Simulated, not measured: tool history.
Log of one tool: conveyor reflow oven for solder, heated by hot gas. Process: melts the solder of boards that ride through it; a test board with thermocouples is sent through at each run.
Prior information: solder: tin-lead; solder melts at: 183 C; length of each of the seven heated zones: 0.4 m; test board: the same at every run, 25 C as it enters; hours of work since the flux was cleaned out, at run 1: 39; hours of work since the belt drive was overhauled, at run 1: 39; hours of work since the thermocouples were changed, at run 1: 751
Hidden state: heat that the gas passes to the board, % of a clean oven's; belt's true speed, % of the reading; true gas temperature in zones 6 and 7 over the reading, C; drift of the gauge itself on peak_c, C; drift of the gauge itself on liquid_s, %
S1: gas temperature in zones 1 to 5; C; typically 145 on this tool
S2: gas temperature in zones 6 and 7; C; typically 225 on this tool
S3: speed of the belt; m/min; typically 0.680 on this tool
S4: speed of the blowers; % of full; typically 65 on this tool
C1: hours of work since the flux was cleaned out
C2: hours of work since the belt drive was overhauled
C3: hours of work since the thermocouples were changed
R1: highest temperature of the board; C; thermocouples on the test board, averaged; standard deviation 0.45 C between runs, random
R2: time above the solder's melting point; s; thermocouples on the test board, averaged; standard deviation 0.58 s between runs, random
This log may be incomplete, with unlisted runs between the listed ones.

{"run": 1, "hour": 0.0, "S1": 145, "S2": 225, "S3": 0.68, "S4": 65, "C1": 39, "C2": 39, "C3": 751, "R1": 208.9, "R2": 46.3}
{"run": 2, "hour": 14.0, "S1": 149, "S2": 225, "S3": 0.68, "S4": 65, "C1": 47, "C2": 47, "C3": 758, "R1": 209.5, "R2": 49.7}
{"run": 3, "hour": 21.6, "S1": 156, "S2": 225, "S3": 0.68, "S4": 65, "C1": 51, "C2": 51, "C3": 762, "R1": 209.9, "R2": 54.1}
{"run": 4, "hour": 30.5, "S1": 156, "S2": 225, "S3": 0.68, "S4": 65, "C1": 56, "C2": 56, "C3": 767, "R1": 210.6, "R2": 54.3}
{"run": 5, "hour": 42.1, "S1": 156, "S2": 225, "S3": 0.68, "S4": 65, "C1": 62, "C2": 62, "C3": 773, "R1": 211.3, "R2": 54.8}
{"run": 6, "hour": 52.1, "S1": 156, "S2": 225, "S3": 0.68, "S4": 65, "C1": 67, "C2": 67, "C3": 779, "R1": 210.7, "R2": 55.1}
{"run": 7, "hour": 61.5, "S1": 145, "S2": 225, "S3": 0.786, "S4": 65, "C1": 73, "C2": 73, "C3": 784, "R1": 203.2, "R2": 35.2}
{"run": 8, "hour": 72.2, "S1": 145, "S2": 225, "S3": 0.786, "S4": 65, "C1": 78, "C2": 78, "C3": 790, "R1": 203.3, "R2": 35.1}
{"run": 9, "hour": 82.4, "S1": 145, "S2": 225, "S3": 0.68, "S4": 65, "C1": 84, "C2": 84, "C3": 795, "R1": 207.9, "R2": 48.5}
{"run": 10, "hour": 90.7, "S1": 145, "S2": 225, "S3": 0.68, "S4": 65, "C1": 88, "C2": 88, "C3": 799, "R1": 207.5, "R2": 48.0}
{"run": 11, "hour": 99.4, "S1": 145, "S2": 225, "S3": 0.68, "S4": 65, "C1": 93, "C2": 93, "C3": 804, "R1": 208.2, "R2": 46.5}
{"run": 12, "hour": 105.9, "S1": 145, "S2": 225, "S3": 0.68, "S4": 90, "C1": 96, "C2": 96, "C3": 808, "R1": 213.3, "R2": 53.0}
{"run": 13, "hour": 115.8, "S1": 145, "S2": 225, "S3": 0.68, "S4": 90, "C1": 102, "C2": 102, "C3": 813, "R1": 213.3, "R2": 52.0}
{"run": 14, "hour": 127.5, "S1": 145, "S2": 225, "S3": 0.68, "S4": 90, "C1": 108, "C2": 108, "C3": 819, "R1": 213.9, "R2": 52.2}
{"run": 15, "hour": 136.7, "S1": 145, "S2": 225, "S3": 0.68, "S4": 90, "C1": 113, "C2": 113, "C3": 824, "R1": 213.3, "R2": 52.2}
{"run": 16, "hour": 149.4, "S1": 145, "S2": 225, "S3": 0.74, "S4": 69, "C1": 120, "C2": 120, "C3": 831, "R1": 206.9, "R2": 42.4}
{"run": 17, "hour": 156.8, "S1": 145, "S2": 225, "S3": 0.774, "S4": 61, "C1": 124, "C2": 124, "C3": 835, "R1": 202.3, "R2": 35.7}
{"run": 18, "hour": 168.6, "S1": 141, "S2": 219, "S3": 0.548, "S4": 70, "C1": 130, "C2": 130, "C3": 841, "R1": 208.4, "R2": 60.2}
{"run": 19, "hour": 174.3, "S1": 141, "S2": 219, "S3": 0.548, "S4": 70, "C1": 133, "C2": 133, "C3": 844, "R1": 209.0, "R2": 60.9}
{"run": 20, "hour": 180.1, "S1": 141, "S2": 219, "S3": 0.548, "S4": 70, "C1": 136, "C2": 136, "C3": 848, "R1": 208.9, "R2": 60.4}
{"run": 21, "hour": 187.7, "S1": 141, "S2": 219, "S3": 0.548, "S4": 70, "C1": 140, "C2": 140, "C3": 852, "R1": 209.1, "R2": 60.2}
{"run": 22, "hour": 195.1, "S1": 147, "S2": 225, "S3": 0.596, "S4": 65, "C1": 144, "C2": 144, "C3": 856, "R1": 211.4, "R2": 59.0}
{"run": 23, "hour": 206.6, "S1": 135, "S2": 225, "S3": 0.764, "S4": 54, "C1": 151, "C2": 151, "C3": 862, "R1": 198.5, "R2": 26.8}
{"run": 24, "hour": 217.6, "S1": 135, "S2": 225, "S3": 0.764, "S4": 59, "C1": 156, "C2": 156, "C3": 868, "R1": 200.2, "R2": 29.6}
{"run": 25, "hour": 230.0, "S1": 138, "S2": 225, "S3": 0.68, "S4": 65, "C1": 163, "C2": 163, "C3": 874, "R1": 207.3, "R2": 43.2}
{"run": 26, "hour": 244.1, "S1": 138, "S2": 228, "S3": 0.782, "S4": 65, "C1": 171, "C2": 171, "C3": 882, "R1": 203.8, "R2": 34.9}
{"run": 27, "hour": 256.7, "S1": 138, "S2": 228, "S3": 0.782, "S4": 65, "C1": 177, "C2": 177, "C3": 889, "R1": 203.2, "R2": 35.2}
{"run": 28, "hour": 265.6, "S1": 138, "S2": 218, "S3": 0.782, "S4": 88, "C1": 182, "C2": 182, "C3": 893, "R1": 201.4, "R2": 32.8}

Each row is a separate what-if for the run after 28, all from the same tool condition, not one after another. Results?
{"run": "A", "hour": 276.6, "S1": 138, "S2": 218, "S3": 0.782, "S4": 56, "C1": 188, "C2": 188, "C3": 899, "R1": "?", "R2": "?"}
{"run": "B", "hour": 276.6, "S1": 138, "S2": 217, "S3": 0.782, "S4": 88, "C1": 188, "C2": 188, "C3": 899, "R1": "?", "R2": "?"}
{"run": "C", "hour": 276.6, "S1": 154, "S2": 217, "S3": 0.782, "S4": 88, "C1": 188, "C2": 188, "C3": 899, "R1": "?", "R2": "?"}
{"run": "D", "hour": 276.6, "S1": 145, "S2": 229, "S3": 0.565, "S4": 55, "C1": 188, "C2": 188, "C3": 899, "R1": "?", "R2": "?"}

run=A R1=193.0 R2=20.9
run=B R1=201.3 R2=32.6
run=C R1=203.8 R2=41.6
run=D R1=214.8 R2=63.6
The same runs, with their run-to-run variation unchanged, on a tool lacking any hidden condition would have given:
run=A R1=193.2 R2=21.2
run=B R1=201.4 R2=32.9
run=C R1=204.0 R2=41.8
run=D R1=214.9 R2=63.8
